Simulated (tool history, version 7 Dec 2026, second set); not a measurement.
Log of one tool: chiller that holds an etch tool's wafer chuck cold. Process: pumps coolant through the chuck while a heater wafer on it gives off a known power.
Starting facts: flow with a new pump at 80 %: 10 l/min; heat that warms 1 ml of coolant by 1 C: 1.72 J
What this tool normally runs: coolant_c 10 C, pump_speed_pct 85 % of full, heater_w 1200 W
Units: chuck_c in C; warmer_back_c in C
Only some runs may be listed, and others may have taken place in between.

run,day,coolant_c,pump_speed_pct,heater_w,chuck_c,warmer_back_c
1,0,10,85,1200,20.6,3.91
2,3.608,8,85,1200,18.4,3.94
3,6.638,8,85,1200,18.5,3.96
4,10.258,10,85,1200,20.6,3.93
5,13.208,10,85,1200,20.5,3.91
6,17.7,10,85,1200,20.6,3.93
7,19.825,10,85,1200,20.5,3.89
8,22.642,4,91,1716,18.3,5.22
9,25.688,10,76,1024,20,3.73
10,30.588,16,80,1024,25.4,3.57
11,32.912,20,85,781,26.7,2.5
12,35.712,20,85,781,27.2,2.53
13,39.6,15,81,781,22.2,2.69
14,43.229,4,74,840,12.2,3.17

Forecast each of these 4 alternatives for the next run:
A,45.646,10,70,1200,?,?
B,45.646,7,80,1205,?,?
C,45.646,3,74,840,?,?
D,45.646,3,85,1200,?,?

run,chuck_c,warmer_back_c
A,22.5,4.79
B,18.1,4.2
C,11.2,3.19
D,13.6,3.92
Take away the tool's hidden state, keep each run's random variation, and the runs would have read:
run,chuck_c,warmer_back_c
A,22.4,4.78
B,18.1,4.2
C,11.2,3.19
D,13.6,3.92
